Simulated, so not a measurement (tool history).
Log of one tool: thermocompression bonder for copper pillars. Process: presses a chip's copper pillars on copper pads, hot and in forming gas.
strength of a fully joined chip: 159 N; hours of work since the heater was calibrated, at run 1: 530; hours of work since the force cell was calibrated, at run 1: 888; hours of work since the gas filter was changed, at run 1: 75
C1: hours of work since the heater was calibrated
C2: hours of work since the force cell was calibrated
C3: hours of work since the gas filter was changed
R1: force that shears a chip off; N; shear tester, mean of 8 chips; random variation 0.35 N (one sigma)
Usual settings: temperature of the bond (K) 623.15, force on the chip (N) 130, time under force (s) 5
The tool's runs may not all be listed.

run 1 hour=0 | temperature_of_the_bond_(K)=623.15 force_on_the_chip_(N)=130 time_under_force_(s)=5 | C1=530 C2=888 C3=75 | R1=79.8
run 2 hour=61.8 | temperature_of_the_bond_(K)=623.15 force_on_the_chip_(N)=111 time_under_force_(s)=5 | C1=557 C2=915 C3=102 | R1=70.5
run 3 hour=110.5 | temperature_of_the_bond_(K)=637.15 force_on_the_chip_(N)=130 time_under_force_(s)=5 | C1=578 C2=937 C3=123 | R1=86.7
run 4 hour=149.8 | temperature_of_the_bond_(K)=637.15 force_on_the_chip_(N)=130 time_under_force_(s)=5 | C1=596 C2=954 C3=141 | R1=86.7
run 5 hour=231.8 | temperature_of_the_bond_(K)=637.15 force_on_the_chip_(N)=130 time_under_force_(s)=5 | C1=631 C2=990 C3=176 | R1=85.6
run 6 hour=293.1 | temperature_of_the_bond_(K)=637.15 force_on_the_chip_(N)=130 time_under_force_(s)=5 | C1=658 C2=1016 C3=203 | R1=85.9

Forecast run 7:
run 7 hour=349 | temperature_of_the_bond_(K)=637.15 force_on_the_chip_(N)=110 time_under_force_(s)=5 | C1=683 C2=1041 C3=228 | R1=?

R1: 76.7 N
Without the tool's hidden state the same run would have given R1 77.7 N.
